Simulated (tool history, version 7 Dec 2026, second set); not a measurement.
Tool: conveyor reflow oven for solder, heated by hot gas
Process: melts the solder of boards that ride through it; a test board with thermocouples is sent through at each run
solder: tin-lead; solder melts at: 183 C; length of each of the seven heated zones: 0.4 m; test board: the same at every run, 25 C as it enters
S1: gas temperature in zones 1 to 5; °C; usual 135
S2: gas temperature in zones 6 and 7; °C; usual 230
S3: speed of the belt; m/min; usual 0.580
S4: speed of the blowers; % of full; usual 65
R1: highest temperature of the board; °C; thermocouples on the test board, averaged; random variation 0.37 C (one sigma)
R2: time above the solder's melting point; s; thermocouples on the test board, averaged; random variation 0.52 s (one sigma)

{"run": 1, "hour": 0.0, "S1": 135, "S2": 230, "S3": 0.58, "S4": 65, "R1": 207.3, "R2": 49.2}
{"run": 2, "hour": 22.9, "S1": 135, "S2": 230, "S3": 0.58, "S4": 65, "R1": 206.7, "R2": 50.3}
{"run": 3, "hour": 52.6, "S1": 135, "S2": 230, "S3": 0.58, "S4": 65, "R1": 208.4, "R2": 50.3}
{"hour": 67.3, "done": "flux residue cleaned out of gas plates and filters"}
{"run": 4, "hour": 76.4, "S1": 135, "S2": 230, "S3": 0.58, "S4": 65, "R1": 207.4, "R2": 50.6}
{"run": 5, "hour": 90.9, "S1": 135, "S2": 230, "S3": 0.58, "S4": 78, "R1": 209.1, "R2": 54.0}
{"run": 6, "hour": 114.0, "S1": 135, "S2": 230, "S3": 0.58, "S4": 65, "R1": 208.3, "R2": 50.1}
{"run": 7, "hour": 146.4, "S1": 135, "S2": 230, "S3": 0.58, "S4": 65, "R1": 208.0, "R2": 49.8}
{"run": 8, "hour": 170.6, "S1": 135, "S2": 230, "S3": 0.484, "S4": 65, "R1": 214.3, "R2": 68.8}
{"run": 9, "hour": 193.8, "S1": 135, "S2": 230, "S3": 0.484, "S4": 65, "R1": 213.6, "R2": 69.7}
{"run": 10, "hour": 210.9, "S1": 135, "S2": 230, "S3": 0.484, "S4": 65, "R1": 213.8, "R2": 69.0}
{"run": 11, "hour": 229.4, "S1": 135, "S2": 230, "S3": 0.484, "S4": 65, "R1": 213.7, "R2": 69.7}
{"run": 12, "hour": 255.0, "S1": 135, "S2": 230, "S3": 0.58, "S4": 73, "R1": 210.0, "R2": 52.3}
{"run": 13, "hour": 274.5, "S1": 144, "S2": 244, "S3": 0.58, "S4": 65, "R1": 221.1, "R2": 65.4}
{"run": 14, "hour": 305.0, "S1": 124, "S2": 236, "S3": 0.461, "S4": 77, "R1": 221.1, "R2": 76.7}
{"run": 15, "hour": 329.5, "S1": 124, "S2": 236, "S3": 0.461, "S4": 77, "R1": 220.6, "R2": 75.7}
{"run": 16, "hour": 345.8, "S1": 147, "S2": 230, "S3": 0.532, "S4": 67, "R1": 213.9, "R2": 67.4}
{"run": 17, "hour": 375.3, "S1": 147, "S2": 230, "S3": 0.532, "S4": 67, "R1": 213.7, "R2": 67.7}
{"run": 18, "hour": 395.8, "S1": 147, "S2": 230, "S3": 0.532, "S4": 67, "R1": 214.1, "R2": 66.7}
{"run": 19, "hour": 426.5, "S1": 135, "S2": 226, "S3": 0.58, "S4": 65, "R1": 204.9, "R2": 46.2}
{"run": 20, "hour": 453.7, "S1": 135, "S2": 230, "S3": 0.534, "S4": 50, "R1": 207.2, "R2": 52.0}
{"hour": 467.9, "done": "flux residue cleaned out of gas plates and filters"}
{"run": 21, "hour": 472.7, "S1": 135, "S2": 230, "S3": 0.534, "S4": 50, "R1": 207.4, "R2": 52.6}
{"run": 22, "hour": 504.9, "S1": 127, "S2": 232, "S3": 0.58, "S4": 87, "R1": 212.8, "R2": 53.2}
{"run": 23, "hour": 536.6, "S1": 140, "S2": 230, "S3": 0.513, "S4": 86, "R1": 216.4, "R2": 71.1}

Forecast each of these 4 alternatives for the next run:
{"hour": 554.7, "done": "thermocouples of zones 6 and 7 changed"}
{"run": "A", "hour": 561.9, "S1": 140, "S2": 240, "S3": 0.513, "S4": 86, "R1": "?", "R2": "?"}
{"hour": 554.7, "done": "thermocouples of zones 6 and 7 changed"}
{"run": "B", "hour": 561.9, "S1": 130, "S2": 230, "S3": 0.58, "S4": 70, "R1": "?", "R2": "?"}
{"hour": 554.7, "done": "thermocouples of zones 6 and 7 changed"}
{"run": "C", "hour": 561.9, "S1": 145, "S2": 230, "S3": 0.528, "S4": 66, "R1": "?", "R2": "?"}
{"hour": 554.7, "done": "thermocouples of zones 6 and 7 changed"}
{"run": "D", "hour": 561.9, "S1": 135, "S2": 230, "S3": 0.623, "S4": 65, "R1": "?", "R2": "?"}

run=A R1=225.4 R2=78.0
run=B R1=208.7 R2=48.6
run=C R1=213.6 R2=66.3
run=D R1=204.7 R2=42.4
Without the tool's hidden state the same runs would have given:
run=A R1=225.4 R2=77.9
run=B R1=208.7 R2=48.5
run=C R1=213.6 R2=66.3
run=D R1=204.7 R2=42.4

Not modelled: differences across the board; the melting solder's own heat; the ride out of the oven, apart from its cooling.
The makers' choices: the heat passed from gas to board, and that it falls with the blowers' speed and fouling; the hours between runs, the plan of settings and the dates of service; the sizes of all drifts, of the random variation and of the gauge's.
